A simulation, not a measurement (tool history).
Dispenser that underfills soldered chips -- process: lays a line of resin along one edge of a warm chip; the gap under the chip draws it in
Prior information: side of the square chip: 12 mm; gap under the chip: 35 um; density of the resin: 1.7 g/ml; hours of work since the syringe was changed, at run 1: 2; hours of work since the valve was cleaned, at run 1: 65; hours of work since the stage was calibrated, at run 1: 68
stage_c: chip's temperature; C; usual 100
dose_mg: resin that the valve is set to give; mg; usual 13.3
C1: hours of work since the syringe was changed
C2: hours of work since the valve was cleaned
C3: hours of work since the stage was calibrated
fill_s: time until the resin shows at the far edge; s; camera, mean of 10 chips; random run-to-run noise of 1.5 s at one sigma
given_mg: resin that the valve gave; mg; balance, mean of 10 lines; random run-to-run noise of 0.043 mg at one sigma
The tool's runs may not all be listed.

Run 1, hour 0: usual settings; C1 2; C2 65; C3 68. Result: fill_s 168.9 s, given_mg 12.74 mg.
At hour 11.7: new syringe of resin.
Run 2, hour 12.5: usual settings; C1 1; C2 74; C3 77. Result: fill_s 152.8 s, given_mg 12.71 mg.
Run 3, hour 24.8: usual settings; C1 9; C2 82; C3 85. Result: fill_s 249.9 s, given_mg 12.59 mg.
At hour 26.2: new syringe of resin.
Run 4, hour 36: usual settings; C1 7; C2 89; C3 92. Result: fill_s 215.9 s, given_mg 12.5 mg.
At hour 40.3: new syringe of resin.
At hour 45.8: dispensing valve cleaned and set on the balance.
Run 5, hour 50.4: usual settings but dose_mg 12.3 mg; C1 6; C2 3; C3 101. Result: fill_s 216 s, given_mg 12.25 mg.
At hour 55.2: new syringe of resin.
Run 6, hour 59.7: usual settings; C1 3; C2 9; C3 107. Result: fill_s 179.3 s, given_mg 13.26 mg.
At hour 69.9: new syringe of resin.
Run 7, hour 72.1: usual settings but stage_c 97 C; C1 1; C2 17; C3 115. Result: fill_s 181.3 s, given_mg 13.2 mg.
At hour 84.3: new syringe of resin.
Run 8, hour 84.8: usual settings but stage_c 97 C; C1 0; C2 26; C3 124. Result: fill_s 169.9 s, given_mg 13.1 mg.
Run 9, hour 91.8: usual settings but stage_c 104 C; C1 5; C2 31; C3 129. Result: fill_s 171.6 s, given_mg 13.03 mg.
At hour 98.4: new syringe of resin.
Run 10, hour 98.4: usual settings but stage_c 104 C; C1 0; C2 35; C3 133. Result: fill_s 128.4 s, given_mg 12.96 mg.
Run 11, hour 110.6: usual settings but stage_c 104 C; C1 8; C2 43; C3 141. Result: fill_s 206 s, given_mg 12.98 mg.
At hour 112.5: new syringe of resin.
Run 12, hour 122.7: usual settings but stage_c 104 C; C1 7; C2 51; C3 149. Result: fill_s 190.1 s, given_mg 12.95 mg.
At hour 127.1: new syringe of resin.
Run 13, hour 131: usual settings; C1 3; C2 56; C3 154. Result: fill_s 174.6 s, given_mg 12.86 mg.
At hour 141.3: new syringe of resin.
Run 14, hour 144.2: usual settings; C1 2; C2 65; C3 163. Result: fill_s 167.6 s, given_mg 12.87 mg.
Run 15, hour 154.3: usual settings; C1 9; C2 72; C3 170. Result: fill_s 247.3 s, given_mg 12.71 mg.
At hour 155.6: new syringe of resin.
Run 16, hour 163.7: usual settings; C1 5; C2 78; C3 176. Result: fill_s 206.6 s, given_mg 12.69 mg.
At hour 169.4: new syringe of resin.
Run 17, hour 175.5: usual settings; C1 4; C2 86; C3 184. Result: fill_s 192.2 s, given_mg 12.61 mg.
At hour 183.2: new syringe of resin.
Run 18, hour 186.4: usual settings but stage_c 107 C, dose_mg 14.4 mg; C1 2; C2 93; C3 191. Result: fill_s 130.9 s, given_mg 13.56 mg.
At hour 190.9: dispensing valve cleaned and set on the balance.
Run 19, hour 194: usual settings but stage_c 86 C, dose_mg 13.1 mg; C1 7; C2 2; C3 196. Result: fill_s 388.4 s, given_mg 13.01 mg.
At hour 198.1: new syringe of resin.
Run 20, hour 201.5: usual settings but stage_c 86 C, dose_mg 13.1 mg; C1 2; C2 7; C3 200. Result: fill_s 310.7 s, given_mg 12.98 mg.
Run 21, hour 210.8: usual settings but stage_c 102 C, dose_mg 13.1 mg; C1 9; C2 13; C3 207. Result: fill_s 237.6 s, given_mg 12.96 mg.
At hour 212.2: new syringe of resin.
Run 22, hour 221.7: usual settings; C1 6; C2 20; C3 214. Result: fill_s 220.2 s, given_mg 13.09 mg.
At hour 226.3: new syringe of resin.
Run 23, hour 228.7: usual settings but stage_c 95 C; C1 2; C2 25; C3 218. Result: fill_s 204.8 s, given_mg 13.06 mg.
Run 24, hour 237.1: usual settings but stage_c 113 C, dose_mg 11.8 mg; C1 7; C2 31; C3 224. Result: fill_s 149.5 s, given_mg 11.55 mg.
At hour 240.2: new syringe of resin.
Run 25, hour 244: usual settings but stage_c 113 C, dose_mg 11.8 mg; C1 3; C2 35; C3 229. Result: fill_s 110.8 s, given_mg 11.47 mg.
Run 26, hour 252.3: usual settings but stage_c 91 C, dose_mg 13.7 mg; C1 8; C2 41; C3 234. Result: fill_s 342.3 s, given_mg 13.26 mg.
At hour 254.4: new syringe of resin.
Run 27, hour 262.3: usual settings but stage_c 91 C, dose_mg 13.7 mg; C1 5; C2 47; C3 241. Result: fill_s 298.8 s, given_mg 13.19 mg.
At hour 269: new syringe of resin.
Run 28, hour 270.9: usual settings but stage_c 88 C, dose_mg 14.5 mg; C1 1; C2 53; C3 246. Result: fill_s 261.4 s, given_mg 13.91 mg.
Run 29, hour 278.1: usual settings but stage_c 105 C; C1 6; C2 58; C3 251. Result: fill_s 178 s, given_mg 12.75 mg.
At hour 283.3: new syringe of resin.
Run 30, hour 290.5: usual settings but stage_c 94 C, dose_mg 16.4 mg; C1 5; C2 66; C3 259. Result: fill_s 256.5 s, given_mg 15.62 mg.
At hour 297.3: new syringe of resin.
Run 31, hour 301.8: usual settings but stage_c 108 C, dose_mg 16.2 mg; C1 3; C2 73; C3 267. Result: fill_s 130.8 s, given_mg 15.37 mg.
At hour 311.1: new syringe of resin.
Run 32, hour 313.6: usual settings but stage_c 98 C, dose_mg 14.3 mg; C1 2; C2 81; C3 275. Result: fill_s 184.3 s, given_mg 13.44 mg.
Run 33, hour 319.5: usual settings but stage_c 105 C, dose_mg 11.6 mg; C1 6; C2 85; C3 279. Result: fill_s 182.8 s, given_mg 10.91 mg.
At hour 325.5: new syringe of resin.
Run 34, hour 328.2: usual settings but stage_c 89 C, dose_mg 13.9 mg; C1 2; C2 91; C3 284. Result: fill_s 268.6 s, given_mg 13.02 mg.

Each row is a separate what-if for the run after 34, all from the same tool condition, not one after another. Results?
At hour 335.9: dispensing valve cleaned and set on the balance.
Run A, hour 338.8: usual settings but stage_c 90 C, dose_mg 11.4 mg; C1 8; C2 2; C3 291. Result: fill_s ?, given_mg ?.
At hour 335.9: dispensing valve cleaned and set on the balance.
Run B, hour 338.8: usual settings but stage_c 102 C, dose_mg 16.4 mg; C1 8; C2 2; C3 291. Result: fill_s ?, given_mg ?.
At hour 335.9: dispensing valve cleaned and set on the balance.
Run C, hour 338.8: usual settings but stage_c 105 C, dose_mg 13 mg; C1 8; C2 2; C3 291. Result: fill_s ?, given_mg ?.

run  fill_s  given_mg
  A   387.2     11.35
  B   226.3     16.43
  C   203.9     12.99
Take away the tool's hidden state, keep each run's random variation, and the runs would have read:
run  fill_s  given_mg
  A   227.5     11.38
  B   133.4     16.47
  C     120     13.02
